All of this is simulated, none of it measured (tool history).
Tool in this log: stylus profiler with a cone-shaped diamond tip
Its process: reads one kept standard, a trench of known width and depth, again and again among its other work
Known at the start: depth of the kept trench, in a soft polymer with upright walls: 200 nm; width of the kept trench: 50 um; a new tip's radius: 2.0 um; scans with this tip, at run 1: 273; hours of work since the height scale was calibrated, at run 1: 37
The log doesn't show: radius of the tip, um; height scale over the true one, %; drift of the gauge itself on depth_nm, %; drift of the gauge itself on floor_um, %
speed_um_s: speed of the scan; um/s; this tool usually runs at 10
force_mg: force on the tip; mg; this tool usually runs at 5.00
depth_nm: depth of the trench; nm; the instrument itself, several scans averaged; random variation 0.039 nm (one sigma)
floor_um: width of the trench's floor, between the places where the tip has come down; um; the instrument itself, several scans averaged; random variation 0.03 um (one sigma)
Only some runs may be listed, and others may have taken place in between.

run	hour	speed_um_s	force_mg	scans with this tip	hours of work since the height scale was calibrated	depth_nm	floor_um
1	0.0	10	5.00	273	37	204.24	48.22
2	62.4	10	4.19	551	75	203.80	48.12
3	122.7	10	6.88	820	112	205.29	48.05
4	174.6	10	6.88	1052	143	205.35	48.11
5	229.8	10	5.51	1298	176	204.66	48.02
# hour 237.3: height scale calibrated on a step standard
6	270.7	10	5.51	1478	20	204.62	48.08
7	317.2	10	5.51	1686	48	204.62	48.02
8	363.6	16	4.90	1892	77	204.42	48.05
# hour 437.1: height scale calibrated on a step standard, once more
9	457.0	16	4.90	2307	12	204.15	47.96
10	516.2	22	2.88	2571	48	202.89	47.88
11	580.6	15	1.71	2858	87	202.13	47.86
12	671.3	3	3.80	3263	142	203.64	47.90
13	726.7	36	5.68	3510	176	204.76	47.82

For some of the steps in depth_nm from one run to the next: how much would appear even if the tool had no hidden state, given the settings, what came in and random variation, and how much remains for the hidden state plus any gauge scatter that the measured result and the result without hidden state don't share?
Run 8 -> 9: height scale calibrated on a step standard, once more. depth_nm -0.27 nm: hidden state -0.15, all else -0.12.
Run 11 -> 12: speed_um_s 15 -> 3, force_mg 1.71 -> 3.80. depth_nm +1.51 nm: hidden state +0.04, all else +1.47.

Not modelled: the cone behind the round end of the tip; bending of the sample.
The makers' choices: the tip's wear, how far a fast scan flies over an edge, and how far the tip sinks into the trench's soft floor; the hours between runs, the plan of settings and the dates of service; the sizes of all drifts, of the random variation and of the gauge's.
